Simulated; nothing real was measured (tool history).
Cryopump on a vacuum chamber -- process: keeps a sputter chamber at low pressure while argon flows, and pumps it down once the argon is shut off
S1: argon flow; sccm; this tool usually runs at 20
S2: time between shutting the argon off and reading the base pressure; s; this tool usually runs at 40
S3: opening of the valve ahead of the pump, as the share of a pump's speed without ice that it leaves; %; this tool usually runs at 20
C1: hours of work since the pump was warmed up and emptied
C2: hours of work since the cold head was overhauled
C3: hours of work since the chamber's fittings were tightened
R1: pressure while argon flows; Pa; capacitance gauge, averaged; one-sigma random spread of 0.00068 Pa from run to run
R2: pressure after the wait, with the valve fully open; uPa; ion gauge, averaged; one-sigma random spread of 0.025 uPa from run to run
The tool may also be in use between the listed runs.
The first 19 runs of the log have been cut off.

run   hour  S1   S2  S3    C1    C2    C3      R1    R2
 20  438.4   9  115  57   858   858  1004  0.0199  1.28
 21  463.2   9  115  57   872   872  1017  0.0202  1.31
 22    478  10  115  57   880   880  1025  0.0224  1.31
 23  500.3  39   71  53   892   892  1037  0.0939  1.52
 24  526.1  39   71  53   906   906  1051  0.0951  1.53
 25  556.5  21  160  53   922   922  1068  0.0506  1.37
 26  578.6   9   40  29   934   934  1080   0.038  1.95
 27  602.9   9   85  50   948   948  1093   0.023  1.42
 28  618.8  15  159  24   956   956  1102  0.0757  1.34
 29  647.1  15  159  24   972   972  1117  0.0769  1.32
 30  669.5  15   55  19   984   984  1130  0.0953  1.69
 31  698.1  16   22  22   999   999  1145  0.0882  2.66
 32  713.6  16   22  22  1008  1008  1154  0.0876  2.59
 33  728.4  11   40  27  1016  1016  1162  0.0502  2.02

Each row is a separate what-if for the run after 33, all from the same tool condition, not one after another. Results?
  A   758  16   73  57  1032  1032  1178   ?   ?
  B   758  37   34  20  1032  1032  1178   ?   ?
  C   758  13  232  26  1032  1032  1178   ?   ?

run      R1    R2
  A  0.0379  1.65
  B  0.2242  2.14
  C  0.0613  1.33
With no hidden state in the tool, these same runs would have given:
run      R1    R2
  A  0.0327  0.62
  B  0.2119  1.13
  C  0.0571  0.31

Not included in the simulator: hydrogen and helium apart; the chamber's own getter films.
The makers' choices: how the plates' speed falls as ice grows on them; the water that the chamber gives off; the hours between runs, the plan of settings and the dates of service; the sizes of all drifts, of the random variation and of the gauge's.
